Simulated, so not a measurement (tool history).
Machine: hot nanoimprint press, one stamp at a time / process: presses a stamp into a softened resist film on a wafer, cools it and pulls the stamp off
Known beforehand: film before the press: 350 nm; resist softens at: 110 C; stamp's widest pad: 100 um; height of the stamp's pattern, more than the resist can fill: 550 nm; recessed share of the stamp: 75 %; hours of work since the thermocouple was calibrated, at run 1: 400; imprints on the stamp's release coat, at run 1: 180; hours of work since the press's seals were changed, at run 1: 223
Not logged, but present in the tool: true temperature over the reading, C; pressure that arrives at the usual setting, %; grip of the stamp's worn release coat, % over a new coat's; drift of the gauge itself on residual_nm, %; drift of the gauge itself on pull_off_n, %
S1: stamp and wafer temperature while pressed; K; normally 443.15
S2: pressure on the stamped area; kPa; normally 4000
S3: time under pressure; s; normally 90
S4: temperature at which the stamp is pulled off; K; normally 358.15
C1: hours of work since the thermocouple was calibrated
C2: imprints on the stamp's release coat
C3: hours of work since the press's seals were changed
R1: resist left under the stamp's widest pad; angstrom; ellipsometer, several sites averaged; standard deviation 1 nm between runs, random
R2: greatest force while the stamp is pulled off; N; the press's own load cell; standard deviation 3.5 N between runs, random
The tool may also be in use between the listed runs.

{"run": 1, "day": 0.0, "S1": 443.15, "S2": 4000, "S3": 90, "S4": 358.15, "C1": 400, "C2": 180, "C3": 223, "R1": 1890, "R2": 218}
{"run": 2, "day": 0.333, "S1": 443.15, "S2": 4000, "S3": 90, "S4": 358.15, "C1": 404, "C2": 208, "C3": 227, "R1": 1875, "R2": 221}
{"run": 3, "day": 0.8, "S1": 444.15, "S2": 4000, "S3": 90, "S4": 358.15, "C1": 409, "C2": 248, "C3": 232, "R1": 1813, "R2": 216}
{"run": 4, "day": 1.192, "S1": 436.15, "S2": 4000, "S3": 90, "S4": 358.15, "C1": 414, "C2": 281, "C3": 237, "R1": 2372, "R2": 221}
{"run": 5, "day": 1.517, "S1": 436.15, "S2": 4000, "S3": 90, "S4": 358.15, "C1": 418, "C2": 309, "C3": 241, "R1": 2353, "R2": 221}
{"run": 6, "day": 1.754, "S1": 436.15, "S2": 4000, "S3": 90, "S4": 358.15, "C1": 421, "C2": 329, "C3": 243, "R1": 2363, "R2": 216}
{"run": 7, "day": 2.025, "S1": 440.15, "S2": 4000, "S3": 90, "S4": 358.15, "C1": 424, "C2": 352, "C3": 247, "R1": 2076, "R2": 227}
{"run": 8, "day": 2.346, "S1": 440.15, "S2": 4000, "S3": 90, "S4": 358.15, "C1": 428, "C2": 380, "C3": 250, "R1": 2080, "R2": 223}
{"run": 9, "day": 2.592, "S1": 441.15, "S2": 4000, "S3": 90, "S4": 358.15, "C1": 430, "C2": 400, "C3": 253, "R1": 2018, "R2": 229}
{"run": 10, "day": 3.008, "S1": 441.15, "S2": 4000, "S3": 90, "S4": 358.15, "C1": 435, "C2": 436, "C3": 258, "R1": 2014, "R2": 229}
{"run": 11, "day": 3.375, "S1": 435.15, "S2": 4000, "S3": 90, "S4": 358.15, "C1": 440, "C2": 467, "C3": 262, "R1": 2416, "R2": 229}
{"run": 12, "day": 3.658, "S1": 435.15, "S2": 4000, "S3": 90, "S4": 358.15, "C1": 443, "C2": 491, "C3": 266, "R1": 2435, "R2": 235}
{"run": 13, "day": 4.054, "S1": 443.15, "S2": 4000, "S3": 90, "S4": 358.15, "C1": 448, "C2": 525, "C3": 270, "R1": 1881, "R2": 227}
{"run": 14, "day": 4.362, "S1": 443.15, "S2": 4000, "S3": 90, "S4": 358.15, "C1": 451, "C2": 551, "C3": 274, "R1": 1881, "R2": 236}
{"run": 15, "day": 4.746, "S1": 443.15, "S2": 4040, "S3": 90, "S4": 358.15, "C1": 456, "C2": 584, "C3": 279, "R1": 1863, "R2": 229}
{"run": 16, "day": 5.108, "S1": 441.15, "S2": 4210, "S3": 90, "S4": 345.15, "C1": 460, "C2": 615, "C3": 283, "R1": 1973, "R2": 285}
{"run": 17, "day": 5.317, "S1": 438.15, "S2": 4430, "S3": 86, "S4": 354.15, "C1": 463, "C2": 632, "C3": 285, "R1": 2144, "R2": 247}
{"run": 18, "day": 5.629, "S1": 435.15, "S2": 4430, "S3": 49, "S4": 354.15, "C1": 466, "C2": 659, "C3": 289, "R1": 2678, "R2": 249}
{"run": 19, "day": 6.004, "S1": 435.15, "S2": 4430, "S3": 49, "S4": 354.15, "C1": 471, "C2": 691, "C3": 293, "R1": 2684, "R2": 259}
{"run": 20, "day": 6.388, "S1": 435.15, "S2": 4430, "S3": 49, "S4": 354.15, "C1": 475, "C2": 723, "C3": 298, "R1": 2671, "R2": 251}
{"run": 21, "day": 6.8, "S1": 443.15, "S2": 4000, "S3": 68, "S4": 344.15, "C1": 480, "C2": 758, "C3": 303, "R1": 2026, "R2": 298}
{"day": 6.996, "done": "plate thermocouple calibrated"}
{"run": 22, "day": 7.188, "S1": 443.15, "S2": 3940, "S3": 47, "S4": 358.15, "C1": 2, "C2": 781, "C3": 306, "R1": 2381, "R2": 249}
{"run": 23, "day": 7.642, "S1": 443.15, "S2": 3940, "S3": 115, "S4": 364.15, "C1": 8, "C2": 819, "C3": 311, "R1": 1862, "R2": 220}
{"run": 24, "day": 8.046, "S1": 443.15, "S2": 3940, "S3": 115, "S4": 364.15, "C1": 12, "C2": 854, "C3": 316, "R1": 1847, "R2": 226}
{"run": 25, "day": 8.404, "S1": 443.15, "S2": 6300, "S3": 115, "S4": 359.15, "C1": 17, "C2": 884, "C3": 320, "R1": 1464, "R2": 250}
{"run": 26, "day": 8.746, "S1": 442.15, "S2": 6300, "S3": 70, "S4": 346.15, "C1": 21, "C2": 913, "C3": 324, "R1": 1789, "R2": 304}
{"day": 9.408, "done": "stamp cleaned and given a new release coat"}
{"run": 27, "day": 9.446, "S1": 442.15, "S2": 6300, "S3": 70, "S4": 346.15, "C1": 26, "C2": 4, "C3": 330, "R1": 1777, "R2": 257}
{"run": 28, "day": 9.85, "S1": 442.15, "S2": 6300, "S3": 70, "S4": 346.15, "C1": 31, "C2": 38, "C3": 334, "R1": 1781, "R2": 264}

What does the tool deliver on the next run?
{"run": 29, "day": 10.046, "S1": 451.15, "S2": 4000, "S3": 50, "S4": 364.15, "C1": 33, "C2": 55, "C3": 337, "R1": "?", "R2": "?"}

Run 29 gave R1 1811 angstrom, R2 196 N.
Had the tool carried no hidden state, the very same run would have given R1 1810 angstrom, R2 196 N.

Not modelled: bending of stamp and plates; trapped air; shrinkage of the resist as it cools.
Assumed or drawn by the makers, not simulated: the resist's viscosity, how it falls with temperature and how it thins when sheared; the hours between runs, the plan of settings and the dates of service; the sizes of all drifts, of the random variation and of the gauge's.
